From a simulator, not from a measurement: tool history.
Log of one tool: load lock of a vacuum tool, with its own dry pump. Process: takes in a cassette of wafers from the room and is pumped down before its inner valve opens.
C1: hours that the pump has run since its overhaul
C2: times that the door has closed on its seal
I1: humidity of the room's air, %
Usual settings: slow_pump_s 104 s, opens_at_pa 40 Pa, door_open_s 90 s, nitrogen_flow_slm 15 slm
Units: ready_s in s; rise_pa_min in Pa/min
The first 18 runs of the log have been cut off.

Run 19, day 69.129: usual settings; C1 4772; C2 12317; I1 44.1. Result: ready_s 149.2 s, rise_pa_min 0.26 Pa/min.
Run 20, day 73.588: usual settings but slow_pump_s 70 s, opens_at_pa 32 Pa; C1 4879; C2 12607; I1 45.1. Result: ready_s 124.6 s, rise_pa_min 0.262 Pa/min.
Run 21, day 76.083: usual settings but slow_pump_s 90 s, door_open_s 171 s, nitrogen_flow_slm 23 slm; C1 4939; C2 12769; I1 45.4. Result: ready_s 136.9 s, rise_pa_min 0.288 Pa/min.
Run 22, day 79.792: usual settings but opens_at_pa 32 Pa; C1 5028; C2 13010; I1 48.4. Result: ready_s 151.9 s, rise_pa_min 0.277 Pa/min.
Run 23, day 83.767: usual settings but slow_pump_s 90 s; C1 5123; C2 13268; I1 44.8. Result: ready_s 137.8 s, rise_pa_min 0.279 Pa/min.
Run 24, day 89.35: usual settings but slow_pump_s 90 s, opens_at_pa 30 Pa, door_open_s 144 s; C1 5257; C2 13631; I1 49.4. Result: ready_s 138.3 s, rise_pa_min 0.329 Pa/min.
Run 25, day 93.475: usual settings but slow_pump_s 90 s, opens_at_pa 30 Pa, door_open_s 73 s, nitrogen_flow_slm 38 slm; C1 5356; C2 13899; I1 44.3. Result: ready_s 141.6 s, rise_pa_min 0.274 Pa/min.
Run 26, day 98.842: usual settings but slow_pump_s 96 s, door_open_s 68 s, nitrogen_flow_slm 5 slm; C1 5485; C2 14247; I1 47.5. Result: ready_s 143 s, rise_pa_min 0.318 Pa/min.
Run 27, day 103.638: usual settings but opens_at_pa 34 Pa, door_open_s 61 s; C1 5600; C2 14559; I1 44.1. Result: ready_s 152.5 s, rise_pa_min 0.297 Pa/min.
Run 28, day 108.188: usual settings but opens_at_pa 56 Pa, door_open_s 219 s, nitrogen_flow_slm 20 slm; C1 5709; C2 14855; I1 46.1. Result: ready_s 146.6 s, rise_pa_min 0.369 Pa/min.
Run 29, day 110.496: usual settings but opens_at_pa 56 Pa, door_open_s 219 s, nitrogen_flow_slm 20 slm; C1 5765; C2 15005; I1 45.5. Result: ready_s 147 s, rise_pa_min 0.371 Pa/min.
Run 30, day 115.033: usual settings but door_open_s 119 s; C1 5874; C2 15300; I1 42.9. Result: ready_s 149.4 s, rise_pa_min 0.343 Pa/min.
Run 31, day 119.696: usual settings but slow_pump_s 91 s, opens_at_pa 53 Pa, door_open_s 64 s; C1 5986; C2 15602; I1 46.3. Result: ready_s 137.2 s, rise_pa_min 0.339 Pa/min.
Run 32, day 123.862: usual settings but slow_pump_s 78 s, opens_at_pa 52 Pa; C1 6086; C2 15873; I1 40.4. Result: ready_s 127.2 s, rise_pa_min 0.347 Pa/min.
Run 33, day 127.654: usual settings but slow_pump_s 62 s, opens_at_pa 31 Pa, door_open_s 67 s, nitrogen_flow_slm 9 slm; C1 6177; C2 16119; I1 41.8. Result: ready_s 117.8 s, rise_pa_min 0.365 Pa/min.
Run 34, day 131.654: usual settings but slow_pump_s 89 s, nitrogen_flow_slm 33 slm; C1 6273; C2 16379; I1 47.8. Result: ready_s 137.6 s, rise_pa_min 0.36 Pa/min.
Run 35, day 136.488: usual settings but slow_pump_s 79 s, nitrogen_flow_slm 18 slm; C1 6389; C2 16693; I1 46.1. Result: ready_s 129.8 s, rise_pa_min 0.374 Pa/min.
Run 36, day 141.454: usual settings but slow_pump_s 125 s, opens_at_pa 58 Pa, door_open_s 97 s, nitrogen_flow_slm 18 slm; C1 6508; C2 17016; I1 48.8. Result: ready_s 164.7 s, rise_pa_min 0.388 Pa/min.
Run 37, day 144.904: usual settings but slow_pump_s 125 s, opens_at_pa 58 Pa, door_open_s 97 s, nitrogen_flow_slm 18 slm; C1 6591; C2 17240; I1 46.9. Result: ready_s 163.8 s, rise_pa_min 0.391 Pa/min.

4 ways to go on from here, each from the tool as it stands after run 37. What would each give?
Run A, day 148.575: usual settings but slow_pump_s 125 s, opens_at_pa 56 Pa, door_open_s 142 s, nitrogen_flow_slm 18 slm; C1 6679; C2 17479; I1 42.4. Result: ready_s ?, rise_pa_min ?.
Run B, day 148.575: usual settings but slow_pump_s 125 s, opens_at_pa 58 Pa, door_open_s 97 s, nitrogen_flow_slm 17 slm; C1 6679; C2 17479; I1 48.3. Result: ready_s ?, rise_pa_min ?.
Run C, day 148.575: usual settings but opens_at_pa 61 Pa, door_open_s 171 s; C1 6679; C2 17479; I1 47.8. Result: ready_s ?, rise_pa_min ?.
Run D, day 148.575: usual settings but slow_pump_s 189 s, door_open_s 88 s, nitrogen_flow_slm 18 slm; C1 6679; C2 17479; I1 45.5. Result: ready_s ?, rise_pa_min ?.

run  ready_s  rise_pa_min
  A    164.4        0.424
  B      165        0.406
  C    146.8        0.434
  D    216.9        0.398
Take away the tool's hidden state, keep each run's random variation, and the runs would have read:
run  ready_s  rise_pa_min
  A    161.3         0.08
  B    161.8        0.066
  C    143.5          0.1
  D    214.6        0.057

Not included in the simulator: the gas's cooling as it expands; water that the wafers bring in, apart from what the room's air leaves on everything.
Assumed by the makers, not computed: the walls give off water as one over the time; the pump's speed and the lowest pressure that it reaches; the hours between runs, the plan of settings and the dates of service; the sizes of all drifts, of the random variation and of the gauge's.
